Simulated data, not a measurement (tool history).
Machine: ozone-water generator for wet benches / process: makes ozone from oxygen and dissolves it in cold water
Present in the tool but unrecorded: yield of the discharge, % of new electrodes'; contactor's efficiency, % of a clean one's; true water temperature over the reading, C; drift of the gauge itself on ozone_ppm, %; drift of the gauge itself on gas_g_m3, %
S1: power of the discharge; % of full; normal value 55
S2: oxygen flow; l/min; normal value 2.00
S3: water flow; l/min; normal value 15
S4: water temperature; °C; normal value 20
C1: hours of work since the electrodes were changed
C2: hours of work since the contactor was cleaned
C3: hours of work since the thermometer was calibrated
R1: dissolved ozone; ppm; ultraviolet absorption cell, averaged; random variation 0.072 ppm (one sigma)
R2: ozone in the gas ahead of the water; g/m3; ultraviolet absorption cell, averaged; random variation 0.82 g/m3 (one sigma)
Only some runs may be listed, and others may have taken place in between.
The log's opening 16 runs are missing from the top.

Run 17, day 32.033: usual settings but S3 11 l/min; C1 1046; C2 3219; C3 2758. Result: R1 12.66 ppm, R2 127.4 g/m3.
Run 18, day 33.725: usual settings but S1 53 % of full, S2 1.01 l/min, S3 12 l/min; C1 1074; C2 3247; C3 2786. Result: R1 8.71 ppm, R2 155.5 g/m3.
Run 19, day 35.350: usual settings but S1 60 % of full, S2 1.17 l/min, S4 17 °C; C1 1101; C2 3274; C3 2813. Result: R1 8.29 ppm, R2 161.9 g/m3.
Run 20, day 36.821: usual settings but S1 65 % of full, S2 2.36 l/min, S4 27 °C; C1 1126; C2 3299; C3 2838. Result: R1 10.68 ppm, R2 135.0 g/m3.
Run 21, day 39.033: usual settings but S1 65 % of full, S2 2.36 l/min, S4 27 °C; C1 1163; C2 3336; C3 2875. Result: R1 10.61 ppm, R2 137.7 g/m3.
Run 22, day 41.750: usual settings but S1 45 % of full, S2 2.36 l/min, S4 27 °C; C1 1208; C2 3381; C3 2920. Result: R1 8.14 ppm, R2 103.2 g/m3.
Run 23, day 44.662: usual settings but S1 87 % of full, S2 3.15 l/min, S3 18 l/min, S4 25 °C; C1 1257; C2 3430; C3 2969. Result: R1 12.46 ppm, R2 153.8 g/m3.
Run 24, day 46.958: usual settings but S2 2.75 l/min, S3 19 l/min; C1 1295; C2 3468; C3 3007. Result: R1 8.59 ppm, R2 112.9 g/m3.
At day 47.238: water thermometer calibrated.
Run 25, day 49.100: usual settings but S1 51 % of full, S2 3.42 l/min, S3 12 l/min, S4 17 °C; C1 1331; C2 3504; C3 31. Result: R1 13.14 ppm, R2 99.5 g/m3.
Run 26, day 51.933: usual settings but S1 90 % of full, S2 1.38 l/min, S3 12 l/min, S4 17 °C; C1 1378; C2 3551; C3 79. Result: R1 15.24 ppm, R2 207.2 g/m3.
Run 27, day 53.446: usual settings but S4 23 °C; C1 1404; C2 3577; C3 104. Result: R1 9.30 ppm, R2 126.9 g/m3.
At day 54.254: water thermometer calibrated, once more.
Run 28, day 55.879: usual settings but S4 23 °C; C1 1444; C2 3617; C3 27. Result: R1 9.38 ppm, R2 126.3 g/m3.
Run 29, day 57.154: usual settings but S1 96 % of full, S2 2.47 l/min, S3 16 l/min, S4 15 °C; C1 1465; C2 3638; C3 49. Result: R1 15.61 ppm, R2 179.4 g/m3.
Run 30, day 60.008: usual settings but S1 96 % of full, S2 2.47 l/min, S3 16 l/min, S4 15 °C; C1 1513; C2 3686; C3 96. Result: R1 15.46 ppm, R2 178.3 g/m3.
Run 31, day 61.429: usual settings but S1 96 % of full, S2 2.47 l/min, S3 16 l/min, S4 15 °C; C1 1537; C2 3710; C3 120. Result: R1 15.59 ppm, R2 177.4 g/m3.

Run 32, settings as shown, results not yet in. Your forecast:
Run 32, day 62.692: usual settings but S1 49 % of full, S2 2.47 l/min, S3 16 l/min, S4 15 °C; C1 1558; C2 3731; C3 141. Result: R1 ?, R2 ?.

{"run 32": {"R1": 9.4, "R2": 108.5}}
With no hidden state in the tool, this same run would have given R1 9.80 ppm, R2 111.5 g/m3.

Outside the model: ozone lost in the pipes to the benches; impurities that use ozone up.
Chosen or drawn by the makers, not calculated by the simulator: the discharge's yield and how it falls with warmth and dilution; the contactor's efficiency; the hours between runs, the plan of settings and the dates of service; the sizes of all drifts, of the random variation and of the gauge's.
